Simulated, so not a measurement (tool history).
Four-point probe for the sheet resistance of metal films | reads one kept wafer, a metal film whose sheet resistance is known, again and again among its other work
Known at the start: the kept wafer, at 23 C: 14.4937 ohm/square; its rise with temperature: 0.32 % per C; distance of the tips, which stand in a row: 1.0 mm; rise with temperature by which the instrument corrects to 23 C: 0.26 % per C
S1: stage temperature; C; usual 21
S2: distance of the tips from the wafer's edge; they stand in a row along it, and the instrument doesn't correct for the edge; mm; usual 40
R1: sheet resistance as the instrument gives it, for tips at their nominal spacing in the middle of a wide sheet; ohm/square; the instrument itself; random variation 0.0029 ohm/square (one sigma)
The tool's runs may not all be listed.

{"run": 1, "hour": 0.0, "S1": 21, "S2": 40, "R1": 14.431241}
{"run": 2, "hour": 17.9, "S1": 21, "S2": 40, "R1": 14.43048}
{"run": 3, "hour": 44.6, "S1": 21, "S2": 40, "R1": 14.430226}
{"run": 4, "hour": 70.3, "S1": 21, "S2": 40, "R1": 14.429004}
{"run": 5, "hour": 86.2, "S1": 21, "S2": 22, "R1": 14.444289}
{"run": 6, "hour": 108.5, "S1": 21, "S2": 40, "R1": 14.432575}
{"run": 7, "hour": 126.6, "S1": 21, "S2": 40, "R1": 14.429976}
{"run": 8, "hour": 147.1, "S1": 21, "S2": 40, "R1": 14.434539}
{"run": 9, "hour": 162.3, "S1": 21, "S2": 40, "R1": 14.431676}
{"run": 10, "hour": 174.5, "S1": 21, "S2": 40, "R1": 14.432093}
{"run": 11, "hour": 189.8, "S1": 21, "S2": 6, "R1": 14.645744}
{"run": 12, "hour": 205.8, "S1": 21, "S2": 40, "R1": 14.43375}
{"hour": 208.1, "done": "stage's thermometer calibrated"}
{"run": 13, "hour": 223.8, "S1": 21, "S2": 40, "R1": 14.440612}
{"run": 14, "hour": 249.2, "S1": 21, "S2": 40, "R1": 14.428646}
{"hour": 259.8, "done": "stage's thermometer calibrated, once more"}
{"run": 15, "hour": 271.3, "S1": 18, "S2": 5, "R1": 14.72332}
{"run": 16, "hour": 294.6, "S1": 24, "S2": 4, "R1": 14.940919}
{"run": 17, "hour": 308.8, "S1": 21, "S2": 14, "R1": 14.485237}
{"run": 18, "hour": 325.6, "S1": 21, "S2": 14, "R1": 14.484209}
{"run": 19, "hour": 353.8, "S1": 21, "S2": 42, "R1": 14.451698}
{"run": 20, "hour": 378.5, "S1": 19, "S2": 68, "R1": 14.431601}
{"run": 21, "hour": 405.1, "S1": 19, "S2": 68, "R1": 14.432334}
{"run": 22, "hour": 424.6, "S1": 24, "S2": 21, "R1": 14.488945}
{"run": 23, "hour": 441.3, "S1": 34, "S2": 28, "R1": 14.561988}

4 ways to go on from here, each from the tool as it stands after run 23. What would each give?
{"run": "A", "hour": 464.9, "S1": 24, "S2": 40, "R1": "?"}
{"run": "B", "hour": 464.9, "S1": 21, "S2": 33, "R1": "?"}
{"run": "C", "hour": 464.9, "S1": 19, "S2": 40, "R1": "?"}
{"run": "D", "hour": 464.9, "S1": 30, "S2": 20, "R1": "?"}

run=A R1=14.475589
run=B R1=14.453124
run=C R1=14.444379
run=D R1=14.538294
Without the tool's hidden state the same runs would have given:
run=A R1=14.506388
run=B R1=14.483873
run=C R1=14.475109
run=D R1=14.56923
